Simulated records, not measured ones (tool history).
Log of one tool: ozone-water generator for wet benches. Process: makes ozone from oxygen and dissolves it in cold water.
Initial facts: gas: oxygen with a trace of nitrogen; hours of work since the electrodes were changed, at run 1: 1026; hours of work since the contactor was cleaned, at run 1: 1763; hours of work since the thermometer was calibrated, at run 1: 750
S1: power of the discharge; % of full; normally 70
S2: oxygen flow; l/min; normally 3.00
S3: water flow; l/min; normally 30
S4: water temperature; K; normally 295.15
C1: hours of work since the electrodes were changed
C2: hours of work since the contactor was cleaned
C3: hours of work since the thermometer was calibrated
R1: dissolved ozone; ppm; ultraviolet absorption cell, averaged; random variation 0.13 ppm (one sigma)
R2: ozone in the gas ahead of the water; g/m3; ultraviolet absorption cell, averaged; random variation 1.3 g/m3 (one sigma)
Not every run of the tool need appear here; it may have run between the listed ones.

run,hour,S1,S2,S3,S4,C1,C2,C3,R1,R2
1,0.0,70,3.00,30,295.15,1026,1763,750,12.8,239.8
2,45.3,70,4.22,30,295.15,1053,1791,778,13.9,211.0
3,83.3,70,3.00,31,295.15,1077,1814,801,12.3,243.0
4,116.8,70,3.00,31,295.15,1097,1835,822,12.1,240.5
5,143.8,70,3.00,30,298.15,1114,1852,838,12.4,241.0
6,166.0,70,3.00,30,298.15,1128,1865,852,12.2,242.5
7,219.5,70,3.00,30,298.15,1161,1898,885,12.2,240.4
8,258.5,70,3.00,40,298.15,1184,1922,909,9.2,241.8
9,283.9,70,3.00,30,295.15,1200,1938,924,12.5,239.8
10,320.4,70,3.00,30,295.15,1223,1960,947,12.5,241.9
11,350.5,70,3.00,30,295.15,1241,1979,965,12.6,239.1
# hour 357.9: contactor cleaned
12,408.2,70,3.00,30,295.15,1274,31,998,12.7,239.9
# hour 447.0: contactor cleaned, once more
13,465.2,70,3.00,30,295.15,1307,11,1031,12.6,240.1
14,512.5,55,3.00,30,295.15,1336,40,1060,10.6,202.0

The next listed run, before its measurement:
15,559.2,70,3.00,30,300.15,1364,69,1089,?,?

Logged for run 15: R1 12.0 ppm, R2 242.9 g/m3.
With no hidden state in the tool, this same run would have given R1 12.3 ppm, R2 247.7 g/m3.
